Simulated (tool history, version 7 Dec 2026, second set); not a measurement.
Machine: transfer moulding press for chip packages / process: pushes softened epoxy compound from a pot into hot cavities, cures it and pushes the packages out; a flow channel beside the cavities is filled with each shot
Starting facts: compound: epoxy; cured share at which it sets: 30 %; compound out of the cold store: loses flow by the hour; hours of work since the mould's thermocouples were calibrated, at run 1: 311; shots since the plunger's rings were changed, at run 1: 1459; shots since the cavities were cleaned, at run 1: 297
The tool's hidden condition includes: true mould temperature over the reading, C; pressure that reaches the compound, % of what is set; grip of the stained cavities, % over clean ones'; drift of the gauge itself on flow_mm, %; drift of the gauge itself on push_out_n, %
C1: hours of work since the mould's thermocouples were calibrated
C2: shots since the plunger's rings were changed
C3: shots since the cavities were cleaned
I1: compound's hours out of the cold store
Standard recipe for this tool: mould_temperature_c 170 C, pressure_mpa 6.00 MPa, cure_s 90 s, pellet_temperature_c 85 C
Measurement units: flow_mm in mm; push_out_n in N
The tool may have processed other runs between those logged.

run 1 hour=0.0 | mould_temperature_c=170 pressure_mpa=6.00 cure_s=90 pellet_temperature_c=85 | C1=311 C2=1459 C3=297 | I1=24.2 | flow_mm=912 push_out_n=415
run 2 hour=27.4 | mould_temperature_c=170 pressure_mpa=6.00 cure_s=90 pellet_temperature_c=81 | C1=329 C2=1824 C3=662 | I1=13.5 | flow_mm=1008 push_out_n=434
-- hour=33.6 mould's thermocouples calibrated
-- hour=52.0 cavities cleaned with cleaning compound and waxed
run 3 hour=57.8 | mould_temperature_c=170 pressure_mpa=6.00 cure_s=90 pellet_temperature_c=94 | C1=15 C2=2182 C3=77 | I1=28.0 | flow_mm=904 push_out_n=390
run 4 hour=95.0 | mould_temperature_c=170 pressure_mpa=6.00 cure_s=90 pellet_temperature_c=88 | C1=41 C2=2677 C3=572 | I1=14.0 | flow_mm=997 push_out_n=404
run 5 hour=117.7 | mould_temperature_c=170 pressure_mpa=6.00 cure_s=90 pellet_temperature_c=88 | C1=56 C2=2979 C3=874 | I1=37.4 | flow_mm=861 push_out_n=407
-- hour=125.6 cavities cleaned with cleaning compound and waxed
run 6 hour=156.3 | mould_temperature_c=170 pressure_mpa=6.00 cure_s=90 pellet_temperature_c=88 | C1=81 C2=3474 C3=410 | I1=32.6 | flow_mm=875 push_out_n=387
run 7 hour=188.2 | mould_temperature_c=169 pressure_mpa=6.00 cure_s=90 pellet_temperature_c=85 | C1=103 C2=3899 C3=835 | I1=36.8 | flow_mm=852 push_out_n=415
-- hour=197.9 cavities cleaned with cleaning compound and waxed
run 8 hour=208.1 | mould_temperature_c=165 pressure_mpa=6.00 cure_s=90 pellet_temperature_c=85 | C1=115 C2=4144 C3=136 | I1=30.6 | flow_mm=897 push_out_n=507
run 9 hour=246.3 | mould_temperature_c=167 pressure_mpa=6.00 cure_s=90 pellet_temperature_c=85 | C1=141 C2=4653 C3=645 | I1=13.7 | flow_mm=1003 push_out_n=479
-- hour=270.1 cavities cleaned with cleaning compound and waxed
run 10 hour=284.2 | mould_temperature_c=170 pressure_mpa=6.00 cure_s=90 pellet_temperature_c=86 | C1=166 C2=5137 C3=188 | I1=20.3 | flow_mm=967 push_out_n=411
run 11 hour=305.3 | mould_temperature_c=170 pressure_mpa=6.00 cure_s=90 pellet_temperature_c=85 | C1=180 C2=5418 C3=469 | I1=23.8 | flow_mm=929 push_out_n=423
run 12 hour=332.3 | mould_temperature_c=170 pressure_mpa=6.00 cure_s=90 pellet_temperature_c=85 | C1=198 C2=5778 C3=829 | I1=17.9 | flow_mm=967 push_out_n=413
-- hour=344.8 plunger's sealing rings changed
-- hour=346.3 cavities cleaned with cleaning compound and waxed
run 13 hour=364.2 | mould_temperature_c=170 pressure_mpa=6.00 cure_s=90 pellet_temperature_c=85 | C1=217 C2=239 C3=239 | I1=38.7 | flow_mm=840 push_out_n=392
run 14 hour=393.6 | mould_temperature_c=170 pressure_mpa=6.00 cure_s=90 pellet_temperature_c=85 | C1=237 C2=630 C3=630 | I1=19.4 | flow_mm=967 push_out_n=404
run 15 hour=410.2 | mould_temperature_c=163 pressure_mpa=6.55 cure_s=126 pellet_temperature_c=82 | C1=248 C2=851 C3=851 | I1=42.0 | flow_mm=890 push_out_n=381
-- hour=419.1 cavities cleaned with cleaning compound and waxed
run 16 hour=428.9 | mould_temperature_c=177 pressure_mpa=6.55 cure_s=119 pellet_temperature_c=82 | C1=260 C2=1081 C3=132 | I1=33.9 | flow_mm=888 push_out_n=335
run 17 hour=451.5 | mould_temperature_c=170 pressure_mpa=6.00 cure_s=129 pellet_temperature_c=85 | C1=275 C2=1381 C3=432 | I1=33.3 | flow_mm=869 push_out_n=352
run 18 hour=471.2 | mould_temperature_c=166 pressure_mpa=6.00 cure_s=125 pellet_temperature_c=85 | C1=289 C2=1644 C3=695 | I1=24.9 | flow_mm=936 push_out_n=368

Predict the results of run 19:
-- hour=491.6 cavities cleaned with cleaning compound and waxed
run 19 hour=493.7 | mould_temperature_c=166 pressure_mpa=6.00 cure_s=79 pellet_temperature_c=78 | C1=303 C2=1924 C3=29 | I1=32.3 | flow_mm=? push_out_n=?

flow_mm: 901 mm
push_out_n: 658 N
Were there no unlogged condition in the tool, this run, its random variation unchanged, would have produced flow_mm 902 mm, push_out_n 658 N.
